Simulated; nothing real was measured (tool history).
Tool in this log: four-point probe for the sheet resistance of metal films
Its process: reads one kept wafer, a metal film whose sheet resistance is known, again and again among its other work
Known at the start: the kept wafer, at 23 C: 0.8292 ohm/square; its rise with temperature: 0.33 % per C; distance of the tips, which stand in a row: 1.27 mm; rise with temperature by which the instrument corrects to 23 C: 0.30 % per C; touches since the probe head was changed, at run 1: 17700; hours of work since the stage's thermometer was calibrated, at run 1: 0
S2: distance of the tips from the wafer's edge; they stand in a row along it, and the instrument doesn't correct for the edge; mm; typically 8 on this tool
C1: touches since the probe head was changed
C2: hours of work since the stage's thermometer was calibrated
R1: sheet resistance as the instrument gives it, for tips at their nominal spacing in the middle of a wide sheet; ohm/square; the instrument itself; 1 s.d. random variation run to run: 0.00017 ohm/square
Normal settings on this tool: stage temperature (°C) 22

run 1 hour=0 | stage_temperature_(°C)=22 S2=8 | C1=17700 C2=0 | R1=0.844537
run 2 hour=27.2 | stage_temperature_(°C)=22 S2=8 | C1=18287 C2=20 | R1=0.844495
run 3 hour=57.2 | stage_temperature_(°C)=22 S2=37 | C1=18935 C2=42 | R1=0.83372
run 4 hour=91.3 | stage_temperature_(°C)=22 S2=41 | C1=19670 C2=67 | R1=0.833696
run 5 hour=110.7 | stage_temperature_(°C)=20 S2=41 | C1=20091 C2=82 | R1=0.83348
run 6 hour=127 | stage_temperature_(°C)=20 S2=41 | C1=20442 C2=94 | R1=0.833281
run 7 hour=142.5 | stage_temperature_(°C)=20 S2=41 | C1=20777 C2=105 | R1=0.833447
run 8 hour=160.6 | stage_temperature_(°C)=23 S2=8 | C1=21168 C2=119 | R1=0.84487
run 9 hour=189.7 | stage_temperature_(°C)=29 S2=8 | C1=21796 C2=140 | R1=0.846519
run 10 hour=213 | stage_temperature_(°C)=29 S2=8 | C1=22297 C2=157 | R1=0.846488
run 11 hour=231.9 | stage_temperature_(°C)=18 S2=9 | C1=22706 C2=171 | R1=0.841565
run 12 hour=256 | stage_temperature_(°C)=34 S2=9 | C1=23227 C2=189 | R1=0.845092
run 13 hour=283.8 | stage_temperature_(°C)=19 S2=3 | C1=23828 C2=210 | R1=0.905617
run 14 hour=311 | stage_temperature_(°C)=19 S2=3 | C1=24414 C2=230 | R1=0.905584
run 15 hour=331.4 | stage_temperature_(°C)=19 S2=3 | C1=24855 C2=245 | R1=0.905566
run 16 hour=348.4 | stage_temperature_(°C)=19 S2=23 | C1=25220 C2=257 | R1=0.83449
run 17 hour=382.3 | stage_temperature_(°C)=25 S2=8 | C1=25953 C2=282 | R1=0.845591

Estimate the outcome of run 18 from the log above:
run 18 hour=405.7 | stage_temperature_(°C)=22 S2=36 | C1=26459 C2=300 | R1=?

R1: 0.834478 ohm/square
Had the tool carried no hidden state, the very same run would have given R1 0.829582 ohm/square.
